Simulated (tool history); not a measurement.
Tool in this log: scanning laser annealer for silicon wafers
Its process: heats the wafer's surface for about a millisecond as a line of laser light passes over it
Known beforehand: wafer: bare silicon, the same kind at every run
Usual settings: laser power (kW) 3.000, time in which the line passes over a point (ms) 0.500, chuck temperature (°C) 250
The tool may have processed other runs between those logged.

run	hour	laser power (kW)	time in which the line passes over a point (ms)	chuck temperature (°C)	highest temperature of the surface (°C)
1	0.0	3.000	0.500	250	1079
2	6.2	3.000	0.500	250	1080
3	17.1	3.000	0.500	250	1080
4	28.5	3.000	0.359	250	955
5	38.9	3.112	0.500	250	1113
6	44.4	3.112	0.500	250	1116
7	56.3	3.112	0.500	250	1113
8	68.1	3.000	0.500	250	1075
9	80.3	3.000	0.500	250	1079
10	88.6	2.931	0.500	250	1054
11	93.9	2.931	0.500	250	1057
12	106.4	2.775	0.500	250	1005
13	117.0	3.091	0.500	269	1126
14	125.2	3.000	0.500	279	1105
15	133.5	3.000	0.410	250	1003
16	143.9	3.000	0.434	257	1030
17	155.0	3.000	0.434	257	1032
18	165.2	2.920	0.500	247	1048
19	174.3	2.920	0.500	247	1046

Forecast each of these 3 alternatives for the next run:
A	181.7	2.920	0.500	260	?
B	181.7	2.794	0.500	250	?
C	181.7	2.841	0.379	250	?

run	highest temperature of the surface (°C)
A	1063
B	1011
C	930
The same runs, with their run-to-run variation unchanged, on a tool lacking any hidden condition would have given:
run	highest temperature of the surface (°C)
A	1064
B	1011
C	931

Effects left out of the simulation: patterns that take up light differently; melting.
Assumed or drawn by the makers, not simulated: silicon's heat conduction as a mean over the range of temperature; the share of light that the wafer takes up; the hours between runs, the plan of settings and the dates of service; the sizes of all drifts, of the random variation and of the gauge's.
